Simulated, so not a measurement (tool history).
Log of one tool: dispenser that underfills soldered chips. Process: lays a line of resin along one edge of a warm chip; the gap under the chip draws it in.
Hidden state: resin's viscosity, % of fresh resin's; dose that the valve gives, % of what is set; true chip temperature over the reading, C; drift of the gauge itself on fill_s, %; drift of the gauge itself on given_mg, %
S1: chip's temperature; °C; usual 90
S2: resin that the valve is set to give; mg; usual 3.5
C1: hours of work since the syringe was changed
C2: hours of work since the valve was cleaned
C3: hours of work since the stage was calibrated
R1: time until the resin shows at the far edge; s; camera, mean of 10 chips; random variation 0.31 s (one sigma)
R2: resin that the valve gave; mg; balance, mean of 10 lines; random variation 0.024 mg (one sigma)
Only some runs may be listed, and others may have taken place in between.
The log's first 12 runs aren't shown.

run	hour	S1	S2	C1	C2	C3	R1	R2
# hour 148.9: new syringe of resin
13	155	90	3.77	4	57	351	13	3.68
# hour 160.3: new syringe of resin
14	164.8	90	3.77	3	64	357	11.8	3.66
# hour 171.8: new syringe of resin
15	172.2	90	3.5	0	69	362	9.8	3.4
# hour 184.2: new syringe of resin
16	184.4	90	3.05	0	77	370	10.5	2.94
# hour 187.8: dispensing valve cleaned and set on the balance
17	194.1	90	4.29	6	4	377	15.9	4.27
# hour 197.4: new syringe of resin
18	206.5	75	4.29	6	13	385	29	4.25
# hour 208.9: new syringe of resin
# hour 221.2: new syringe of resin
19	221.3	75	4.29	0	23	395	18.7	4.23
# hour 233.7: new syringe of resin
20	237.4	103	3.5	3	34	406	7.1	3.43
# hour 245.2: new syringe of resin
21	246.9	103	3.5	1	40	412	6.5	3.41
# hour 257: new syringe of resin
22	261.4	86	4.49	3	50	422	14.2	4.34
# hour 268.9: new syringe of resin
23	271.5	94	3.12	2	57	429	10.2	3.01
# hour 280.4: new syringe of resin
24	283	101	3.5	2	65	437	7.1	3.37
# hour 292.2: new syringe of resin
25	292.2	99	3.1	0	71	443	6.9	2.94
# hour 304.2: dispensing valve cleaned and set on the balance
# hour 305.3: new syringe of resin
26	306.2	100	3.88	1	1	452	6.9	3.88
# hour 317.4: new syringe of resin
27	321.5	88	3.76	3	12	463	13.2	3.68
# hour 329.2: new syringe of resin
28	335.7	90	3.14	5	21	472	14.4	3.09
# hour 341.5: new syringe of resin
29	345.9	95	3.2	3	28	479	10.5	3.18
# hour 353.5: new syringe of resin
30	361.4	95	3.2	5	39	490	12.4	3.14
# hour 365.7: new syringe of resin
31	370.2	95	3.2	3	45	496	10.1	3.14
# hour 377.1: new syringe of resin
32	382.6	95	3.2	4	53	504	11.2	3.06

Expected results for the next run?
# hour 389.3: new syringe of resin
33	396.3	97	3.56	5	63	514	?	?

R1: 11.2 s
R2: 3.47 mg
The same run, on a tool lacking any hidden state, would have yielded R1 7 s, R2 3.59 mg.

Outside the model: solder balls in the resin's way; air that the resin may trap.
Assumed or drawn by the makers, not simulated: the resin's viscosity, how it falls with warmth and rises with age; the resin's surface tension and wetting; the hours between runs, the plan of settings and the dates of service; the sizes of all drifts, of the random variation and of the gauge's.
